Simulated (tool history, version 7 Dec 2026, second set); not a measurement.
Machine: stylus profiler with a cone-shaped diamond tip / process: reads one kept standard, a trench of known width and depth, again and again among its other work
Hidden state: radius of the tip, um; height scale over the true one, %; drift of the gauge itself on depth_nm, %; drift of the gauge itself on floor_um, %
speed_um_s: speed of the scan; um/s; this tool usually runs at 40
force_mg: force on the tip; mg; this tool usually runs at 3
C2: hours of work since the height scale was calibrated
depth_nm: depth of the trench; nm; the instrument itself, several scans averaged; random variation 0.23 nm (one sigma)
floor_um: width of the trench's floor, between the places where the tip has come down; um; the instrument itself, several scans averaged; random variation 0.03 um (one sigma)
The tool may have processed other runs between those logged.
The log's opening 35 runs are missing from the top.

run 36 hour=395.5 | speed_um_s=18 force_mg=1.28 | scans_with_this_tip=4132 C2=276 | depth_nm=1011.37 floor_um=96.13
run 37 hour=406.1 | speed_um_s=40 force_mg=1.92 | scans_with_this_tip=4209 C2=281 | depth_nm=1013.94 floor_um=96.08
run 38 hour=412.6 | speed_um_s=40 force_mg=1 | scans_with_this_tip=4257 C2=285 | depth_nm=1009.73 floor_um=96.06
run 39 hour=424.7 | speed_um_s=11 force_mg=4.92 | scans_with_this_tip=4346 C2=291 | depth_nm=1024.95 floor_um=96.16
run 40 hour=437.1 | speed_um_s=11 force_mg=4.92 | scans_with_this_tip=4437 C2=297 | depth_nm=1025.1 floor_um=96.2
run 41 hour=450.1 | speed_um_s=11 force_mg=4.92 | scans_with_this_tip=4534 C2=303 | depth_nm=1025.05 floor_um=96.18
run 42 hour=465 | speed_um_s=11 force_mg=4.92 | scans_with_this_tip=4643 C2=310 | depth_nm=1025.14 floor_um=96.16
run 43 hour=474 | speed_um_s=32 force_mg=4.96 | scans_with_this_tip=4710 C2=315 | depth_nm=1025.03 floor_um=96.13
run 44 hour=485.7 | speed_um_s=110 force_mg=5.54 | scans_with_this_tip=4795 C2=321 | depth_nm=1027.08 floor_um=95.94
run 45 hour=492.1 | speed_um_s=16 force_mg=1.08 | scans_with_this_tip=4842 C2=324 | depth_nm=1010.28 floor_um=96.11
run 46 hour=502.7 | speed_um_s=16 force_mg=1.08 | scans_with_this_tip=4920 C2=329 | depth_nm=1010.21 floor_um=96.07

Consider 5 possible next runs. They are alternatives, not a sequence: every one starts from the tool as it was left by run 46. What does each give?
run A hour=514.2 | speed_um_s=19 force_mg=1.08 | scans_with_this_tip=5005 C2=335 | depth_nm=? floor_um=?
run B hour=514.2 | speed_um_s=46 force_mg=2 | scans_with_this_tip=5005 C2=335 | depth_nm=? floor_um=?
run C hour=514.2 | speed_um_s=16 force_mg=3.64 | scans_with_this_tip=5005 C2=335 | depth_nm=? floor_um=?
run D hour=514.2 | speed_um_s=126 force_mg=2.79 | scans_with_this_tip=5005 C2=335 | depth_nm=? floor_um=?
run E hour=514.2 | speed_um_s=102 force_mg=2.33 | scans_with_this_tip=5005 C2=335 | depth_nm=? floor_um=?

run=A depth_nm=1010.72 floor_um=96.1
run=B depth_nm=1014.46 floor_um=96.03
run=C depth_nm=1020.78 floor_um=96.13
run=D depth_nm=1017.63 floor_um=95.88
run=E depth_nm=1015.68 floor_um=95.9
With the hidden condition removed and each run's random variation left untouched, the same runs would have given:
run=A depth_nm=1008.87 floor_um=96.48
run=B depth_nm=1012.6 floor_um=96.41
run=C depth_nm=1018.91 floor_um=96.51
run=D depth_nm=1015.76 floor_um=96.26
run=E depth_nm=1013.82 floor_um=96.28
